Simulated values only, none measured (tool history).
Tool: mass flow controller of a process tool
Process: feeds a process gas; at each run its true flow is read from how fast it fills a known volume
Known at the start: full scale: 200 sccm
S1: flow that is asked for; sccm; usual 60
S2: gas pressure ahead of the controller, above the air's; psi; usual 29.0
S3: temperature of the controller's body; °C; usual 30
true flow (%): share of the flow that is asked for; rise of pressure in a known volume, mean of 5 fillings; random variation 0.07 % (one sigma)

Run 1, hour 0.0: usual settings. Result: true flow (%) 99.91.
Run 2, hour 124.7: usual settings but S3 38 °C. Result: true flow (%) 99.34.
Run 3, hour 337.8: usual settings but S3 38 °C. Result: true flow (%) 99.54.
Run 4, hour 511.8: usual settings but S3 38 °C. Result: true flow (%) 99.55.
Run 5, hour 616.9: usual settings but S3 38 °C. Result: true flow (%) 99.59.
Run 6, hour 820.6: usual settings. Result: true flow (%) 100.00.
Run 7, hour 950.5: usual settings. Result: true flow (%) 100.06.
Run 8, hour 1126.0: usual settings but S1 25 sccm, S2 24.5 psi, S3 22 °C. Result: true flow (%) 101.43.
Run 9, hour 1266.9: usual settings but S1 25 sccm, S2 24.5 psi, S3 22 °C. Result: true flow (%) 101.38.
Run 10, hour 1397.6: usual settings but S1 21 sccm, S2 32.9 psi, S3 38 °C. Result: true flow (%) 101.40.
Run 11, hour 1581.2: usual settings but S1 21 sccm, S2 32.9 psi, S3 38 °C. Result: true flow (%) 101.67.
Run 12, hour 1795.4: usual settings but S1 74 sccm, S2 39.2 psi, S3 20 °C. Result: true flow (%) 100.86.
Run 13, hour 1895.6: usual settings but S1 74 sccm, S2 39.2 psi, S3 20 °C. Result: true flow (%) 100.98.

Forecast each of these 3 alternatives for the next run:
Run A, hour 2056.7: usual settings but S1 27 sccm, S2 38.9 psi, S3 20 °C. Result: true flow (%) ?.
Run B, hour 2056.7: usual settings but S3 27 °C. Result: true flow (%) ?.
Run C, hour 2056.7: usual settings but S1 50 sccm, S2 26.4 psi, S3 36 °C. Result: true flow (%) ?.

run  true flow (%)
  A         101.98
  B         100.48
  C         100.11
Without the tool's hidden state the same runs would have given:
run  true flow (%)
  A          98.98
  B          98.89
  C          98.29
